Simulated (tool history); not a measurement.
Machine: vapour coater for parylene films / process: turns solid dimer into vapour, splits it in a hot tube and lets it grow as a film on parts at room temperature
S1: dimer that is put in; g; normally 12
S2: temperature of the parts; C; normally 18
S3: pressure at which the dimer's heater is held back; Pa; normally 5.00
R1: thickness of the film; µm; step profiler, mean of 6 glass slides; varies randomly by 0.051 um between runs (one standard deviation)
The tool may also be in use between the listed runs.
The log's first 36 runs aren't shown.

run 37 day=83.646 | S1=13 S2=14 S3=4.96 | R1=6.35
run 38 day=85.108 | S1=13 S2=14 S3=4.96 | R1=6.21
-- day=86.442 trap's valve overhauled
run 39 day=86.904 | S1=8 S2=28 S3=3.65 | R1=2.88
run 40 day=89.792 | S1=8 S2=28 S3=3.65 | R1=2.79
run 41 day=91.233 | S1=8 S2=11 S3=10.45 | R1=4.36
run 42 day=93.596 | S1=8 S2=11 S3=10.45 | R1=4.30
run 43 day=95.321 | S1=12 S2=17 S3=4.46 | R1=5.39
run 44 day=98.088 | S1=13 S2=17 S3=4.46 | R1=5.68
run 45 day=100.629 | S1=13 S2=17 S3=4.46 | R1=5.57
-- day=100.942 trap's valve overhauled
run 46 day=102.129 | S1=13 S2=17 S3=4.46 | R1=6.43

4 options for the next run, each taken on its own from the tool as it stands now. Forecast them:
run A day=103.567 | S1=15 S2=17 S3=6.12 | R1=?
run B day=103.567 | S1=13 S2=19 S3=5.82 | R1=?
run C day=103.567 | S1=8 S2=18 S3=5.00 | R1=?
run D day=103.567 | S1=6 S2=11 S3=5.00 | R1=?

run=A R1=7.09
run=B R1=5.80
run=C R1=3.79
run=D R1=3.53
Without the tool's unlogged condition, the same runs would have read:
run=A R1=7.29
run=B R1=5.96
run=C R1=3.90
run=D R1=3.63
